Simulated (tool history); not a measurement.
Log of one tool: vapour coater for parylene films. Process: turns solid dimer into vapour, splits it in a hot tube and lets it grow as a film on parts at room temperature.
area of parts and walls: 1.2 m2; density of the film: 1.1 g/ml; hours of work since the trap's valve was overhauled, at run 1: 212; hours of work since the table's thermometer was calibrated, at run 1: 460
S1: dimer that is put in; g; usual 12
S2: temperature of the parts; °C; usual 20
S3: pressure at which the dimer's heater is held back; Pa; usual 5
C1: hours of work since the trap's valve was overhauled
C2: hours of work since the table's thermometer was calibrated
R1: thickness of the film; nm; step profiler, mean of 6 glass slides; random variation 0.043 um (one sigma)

run 1 hour=0 | S1=12 S2=20 S3=5 | C1=212 C2=460 | R1=4830
run 2 hour=22.8 | S1=12 S2=20 S3=5 | C1=222 C2=470 | R1=4760
run 3 hour=45.8 | S1=12 S2=20 S3=5 | C1=232 C2=481 | R1=4780
run 4 hour=87.2 | S1=12 S2=20 S3=5 | C1=251 C2=499 | R1=4770
run 5 hour=113 | S1=12 S2=19 S3=5 | C1=262 C2=511 | R1=4870
run 6 hour=152.3 | S1=12 S2=19 S3=5 | C1=280 C2=528 | R1=4850
run 7 hour=188.4 | S1=6 S2=20 S3=8.42 | C1=296 C2=544 | R1=2110

The next listed run, before its measurement:
run 8 hour=211.5 | S1=16 S2=16 S3=2.49 | C1=306 C2=555 | R1=?

R1: 8430 nm
Without the tool's hidden state the same run would have given R1 8450 nm.
